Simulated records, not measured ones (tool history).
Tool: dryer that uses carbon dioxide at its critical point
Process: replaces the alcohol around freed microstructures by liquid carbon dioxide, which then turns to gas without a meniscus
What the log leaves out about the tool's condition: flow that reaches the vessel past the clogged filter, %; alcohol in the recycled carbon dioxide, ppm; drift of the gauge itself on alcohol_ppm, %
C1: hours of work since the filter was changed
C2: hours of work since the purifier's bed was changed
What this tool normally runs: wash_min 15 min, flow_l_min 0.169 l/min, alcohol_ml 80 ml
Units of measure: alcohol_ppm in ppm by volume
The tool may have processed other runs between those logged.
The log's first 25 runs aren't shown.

Run 26, hour 523.6: usual settings but flow_l_min 0.156 l/min; C1 242; C2 146. Result: alcohol_ppm 3396 ppm by volume.
Run 27, hour 550: usual settings but flow_l_min 0.156 l/min; C1 254; C2 159. Result: alcohol_ppm 3396 ppm by volume.
Run 28, hour 574.6: usual settings but wash_min 11 min, flow_l_min 0.198 l/min, alcohol_ml 30 ml; C1 265; C2 170. Result: alcohol_ppm 1696 ppm by volume.
Run 29, hour 595.8: usual settings but wash_min 11 min, flow_l_min 0.198 l/min, alcohol_ml 30 ml; C1 275; C2 180. Result: alcohol_ppm 1746 ppm by volume.
Run 30, hour 618.7: usual settings but wash_min 11 min, flow_l_min 0.198 l/min, alcohol_ml 30 ml; C1 286; C2 190. Result: alcohol_ppm 1750 ppm by volume.
Run 31, hour 637.8: usual settings but flow_l_min 0.191 l/min; C1 294; C2 199. Result: alcohol_ppm 1530 ppm by volume.
Run 32, hour 653: usual settings but flow_l_min 0.191 l/min; C1 301; C2 206. Result: alcohol_ppm 1552 ppm by volume.
Run 33, hour 672.7: usual settings but flow_l_min 0.191 l/min; C1 310; C2 215. Result: alcohol_ppm 1632 ppm by volume.
Run 34, hour 695.1: usual settings but flow_l_min 0.191 l/min; C1 320; C2 225. Result: alcohol_ppm 1581 ppm by volume.
Run 35, hour 708.7: usual settings but wash_min 9 min, flow_l_min 0.191 l/min; C1 327; C2 231. Result: alcohol_ppm 10114 ppm by volume.
Run 36, hour 733.6: usual settings but wash_min 13 min, flow_l_min 0.191 l/min; C1 338; C2 243. Result: alcohol_ppm 3037 ppm by volume.
Run 37, hour 750.1: usual settings but flow_l_min 0.146 l/min; C1 346; C2 250. Result: alcohol_ppm 4865 ppm by volume.
Run 38, hour 778.3: usual settings but wash_min 22 min, flow_l_min 0.131 l/min; C1 359; C2 263. Result: alcohol_ppm 1764 ppm by volume.
Run 39, hour 795.7: usual settings but wash_min 22 min, flow_l_min 0.212 l/min, alcohol_ml 90 ml; C1 367; C2 271. Result: alcohol_ppm 197 ppm by volume.
Run 40, hour 824.1: usual settings but flow_l_min 0.205 l/min, alcohol_ml 23 ml; C1 380; C2 284. Result: alcohol_ppm 417 ppm by volume.
Run 41, hour 849.4: usual settings but flow_l_min 0.267 l/min, alcohol_ml 52 ml; C1 391; C2 296. Result: alcohol_ppm 280 ppm by volume.
Run 42, hour 872.9: usual settings but flow_l_min 0.267 l/min, alcohol_ml 52 ml; C1 402; C2 306. Result: alcohol_ppm 270 ppm by volume.
Run 43, hour 900.4: usual settings but flow_l_min 0.221 l/min, alcohol_ml 52 ml; C1 414; C2 319. Result: alcohol_ppm 664 ppm by volume.
Run 44, hour 930.6: usual settings but wash_min 17 min, flow_l_min 0.285 l/min; C1 428; C2 333. Result: alcohol_ppm 175 ppm by volume.
Run 45, hour 944.4: usual settings but wash_min 17 min, flow_l_min 0.285 l/min; C1 435; C2 339. Result: alcohol_ppm 182 ppm by volume.
Run 46, hour 973.2: usual settings but wash_min 17 min, flow_l_min 0.285 l/min; C1 448; C2 352. Result: alcohol_ppm 194 ppm by volume.
Run 47, hour 995.1: usual settings but flow_l_min 0.156 l/min; C1 458; C2 362. Result: alcohol_ppm 4586 ppm by volume.

3 options for the next run, each taken on its own from the tool as it stands now. Forecast them:
Run A, hour 1012: usual settings but wash_min 18 min, flow_l_min 0.177 l/min, alcohol_ml 29 ml; C1 466; C2 370. Result: alcohol_ppm ?.
Run B, hour 1012: usual settings but flow_l_min 0.199 l/min, alcohol_ml 34 ml; C1 466; C2 370. Result: alcohol_ppm ?.
Run C, hour 1012: usual settings but flow_l_min 0.156 l/min, alcohol_ml 33 ml; C1 466; C2 370. Result: alcohol_ppm ?.

run  alcohol_ppm
  A          556
  B          807
  C         1953
Take away the tool's hidden state, keep each run's random variation, and the runs would have read:
run  alcohol_ppm
  A          207
  B          333
  C         1028
